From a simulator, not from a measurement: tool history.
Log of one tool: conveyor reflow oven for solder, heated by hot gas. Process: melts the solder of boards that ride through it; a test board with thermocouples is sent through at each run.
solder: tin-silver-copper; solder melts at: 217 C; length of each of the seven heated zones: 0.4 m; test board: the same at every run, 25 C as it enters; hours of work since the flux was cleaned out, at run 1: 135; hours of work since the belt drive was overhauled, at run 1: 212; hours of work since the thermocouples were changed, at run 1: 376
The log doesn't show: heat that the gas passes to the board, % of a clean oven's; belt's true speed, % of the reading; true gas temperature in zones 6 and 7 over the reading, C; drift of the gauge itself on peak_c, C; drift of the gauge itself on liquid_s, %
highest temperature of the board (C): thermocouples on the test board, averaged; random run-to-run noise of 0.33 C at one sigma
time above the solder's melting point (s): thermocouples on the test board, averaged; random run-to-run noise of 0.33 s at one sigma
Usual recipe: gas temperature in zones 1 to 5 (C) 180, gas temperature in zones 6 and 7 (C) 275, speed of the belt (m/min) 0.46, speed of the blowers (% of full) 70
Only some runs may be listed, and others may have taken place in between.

run	hour	gas temperature in zones 1 to 5 (C)	gas temperature in zones 6 and 7 (C)	speed of the belt (m/min)	speed of the blowers (% of full)	hours of work since the flux was cleaned out	hours of work since the belt drive was overhauled	hours of work since the thermocouples were changed	highest temperature of the board (C)	time above the solder's melting point (s)
1	0	180	275	0.46	70	135	212	376	262.8	89.8
2	7.8	180	275	0.46	70	139	217	380	262.9	90.6
3	14.1	180	275	0.46	70	142	220	384	263	90.4
4	26.6	180	275	0.46	79	149	226	390	264.9	91.6
5	37.2	180	275	0.387	70	154	232	396	267.1	112.7
6	46.8	180	275	0.387	70	159	237	401	266.9	112.4
7	52.7	180	275	0.387	70	162	240	404	267	112.1
8	65.5	191	275	0.46	70	169	247	411	264.2	97.1
9	72.9	180	275	0.46	70	173	251	415	262.3	90.5
10	80.6	180	275	0.46	70	177	255	419	262.3	91
11	90.4	180	275	0.46	70	182	260	424	262.1	90.6
12	102.1	175	275	0.46	70	189	266	430	261.9	87.2
13	108.7	175	275	0.46	70	192	270	434	261.4	87.4
14	116.2	175	275	0.46	70	196	274	438	261.4	87.8
15	125.8	175	275	0.46	70	201	279	443	261.4	87.4
16	135.4	175	275	0.46	70	206	284	448	261.5	87
17	147.9	182	272	0.483	70	213	291	454	258.2	83.6
18	159	182	272	0.483	70	219	296	460	258.3	84
19	170.5	180	278	0.415	86	225	303	466	271.1	106.3
20	180	180	279	0.384	60	230	308	471	268.4	113.6
21	188	186	275	0.456	70	234	312	476	263	94.9
22	196.6	180	275	0.391	70	238	316	480	266.9	110.4
23	203.9	180	275	0.483	70	242	320	484	260.6	84.4
24	214.3	180	273	0.53	70	248	326	489	256.1	72.4
25	220.3	184	275	0.407	76	251	329	493	266.6	108.2
26	226.8	176	272	0.46	70	254	332	496	258.9	85.9
27	233	180	275	0.46	67	258	336	499	260.6	89.6
28	244.6	180	275	0.46	67	264	342	505	260.9	89.7

For each run, the measured value with the value that run would have given without the tool's hidden condition subtracted. The run-to-run variation is shared by both, the gauge scatter possibly not:
run	highest temperature of the board (C)	time above the solder's melting point (s)
1	+0	-0.2
2	-0.1	-0.1
3	+0	-0.1
4	-0.1	-0.2
5	+0.1	+0.2
6	+0.2	+0.1
7	+0.1	+0.1
8	+0	+0
9	-0.3	-0.3
10	-0.3	-0.3
11	-0.3	-0.3
12	-0.4	-0.5
13	-0.4	-0.5
14	-0.5	-0.5
15	-0.5	-0.6
16	-0.6	-0.6
17	-0.6	-0.7
18	-0.6	-0.7
19	-0.3	-0.1
20	+0	+0.1
21	-0.5	-0.3
22	-0.1	-0.1
23	-0.8	-0.8
24	-1.2	-1.2
25	-0.3	+0
26	-0.8	-0.9
27	-0.8	-0.7
28	-0.8	-0.7
